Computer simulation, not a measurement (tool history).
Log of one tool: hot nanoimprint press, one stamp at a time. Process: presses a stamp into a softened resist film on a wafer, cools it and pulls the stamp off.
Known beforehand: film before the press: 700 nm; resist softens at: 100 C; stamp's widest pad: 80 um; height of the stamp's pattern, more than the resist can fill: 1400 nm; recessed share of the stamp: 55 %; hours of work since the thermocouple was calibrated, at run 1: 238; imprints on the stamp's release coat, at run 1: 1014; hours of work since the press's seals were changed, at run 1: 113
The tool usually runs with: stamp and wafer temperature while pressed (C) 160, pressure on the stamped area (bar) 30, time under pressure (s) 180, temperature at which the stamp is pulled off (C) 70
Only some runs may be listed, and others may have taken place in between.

run,hour,stamp and wafer temperature while pressed (C),pressure on the stamped area (bar),time under pressure (s),temperature at which the stamp is pulled off (C),hours of work since the thermocouple was calibrated,imprints on the stamp's release coat,hours of work since the press's seals were changed,resist left under the stamp's widest pad (angstrom),greatest force while the stamp is pulled off (N)
1,0,160,30,180,70,238,1014,113,3004,123
# hour 25.7: plate thermocouple calibrated
2,28.1,165,30,180,70,2,1080,131,2373,125
3,51.9,165,30,180,59,19,1142,149,2374,134
4,76.3,165,30,180,59,37,1205,167,2374,136
5,114,165,30,121,59,65,1303,195,2777,133
6,144,165,30,121,59,87,1381,217,2779,134
7,179.7,165,30,121,59,113,1474,243,2789,137
8,205.4,165,30,121,59,132,1541,262,2774,135
# hour 213.7: stamp cleaned and given a new release coat
9,241.1,165,30,121,59,154,72,284,2785,131
10,261.2,160,30,180,70,169,124,299,2989,124
11,278.6,160,30,180,70,182,170,311,3003,127
12,300.8,160,25.6,180,70,198,228,328,3219,123
13,321.8,171,30,180,70,214,282,343,1804,122
14,339.5,171,30,180,70,227,328,356,1806,127
15,366.9,160,30,180,70,247,400,376,2974,122
# hour 382.7: plate thermocouple calibrated
16,395.9,160,30,180,70,10,468,396,2992,125
17,415.7,155,30.8,180,70,24,519,410,3714,123
18,436.3,160,30,180,61,39,573,425,2974,130
19,472.5,160,30,180,61,66,667,452,2961,133
20,491.4,160,30,214,61,80,716,466,2776,133
21,520.7,160,30,163,61,102,793,487,3092,135
22,546.7,159,30,214,60,121,861,507,2912,133
23,571.7,168,25.1,180,69,139,926,525,2243,124
24,594.7,160,30,180,76,156,986,542,2969,116
25,614.5,160,30,180,76,171,1037,556,2971,122
26,644.6,151,30,180,67,193,1116,579,4448,122
27,673.2,162,30,180,76,214,1190,600,2703,116
28,710.1,162,30,180,76,241,1286,627,2699,116
# hour 733.9: plate thermocouple calibrated
29,747.6,162,30,180,76,10,1376,652,2690,119
30,765,154,38.1,280,71,23,1422,665,3012,123
31,799.5,154,38.1,280,71,48,1511,690,3004,125

Entry by entry between the runs, the difference in hidden state between the last listed run before and the first listed run after:
Between runs 1 and 2: plate thermocouple calibrated (hour 25.7)
  true temperature over the reading, C: -0.01 -> 0; drift of the gauge itself on residual_nm, %: 0 -> -0.04
  measured minus no-state result, resist left under the stamp's widest pad (angstrom): +1 -> -1
Between runs 8 and 9: stamp cleaned and given a new release coat (hour 213.7)
  grip of the stamp's worn release coat, % over a new coat's: 0.9 -> 0; drift of the gauge itself on residual_nm, %: -0.34 -> -0.39
  measured minus no-state result, resist left under the stamp's widest pad (angstrom): -8 -> -10
Between runs 15 and 16: plate thermocouple calibrated (hour 382.7)
  true temperature over the reading, C: -0.01 -> 0; grip of the stamp's worn release coat, % over a new coat's: 0.2 -> 0.3; drift of the gauge itself on residual_nm, %: -0.6 -> -0.64
  measured minus no-state result, resist left under the stamp's widest pad (angstrom): -17 -> -19
Between runs 28 and 29: plate thermocouple calibrated (hour 733.9)
  true temperature over the reading, C: -0.01 -> 0; grip of the stamp's worn release coat, % over a new coat's: 0.7 -> 0.8; drift of the gauge itself on residual_nm, %: -1.17 -> -1.23
  measured minus no-state result, resist left under the stamp's widest pad (angstrom): -30 -> -33
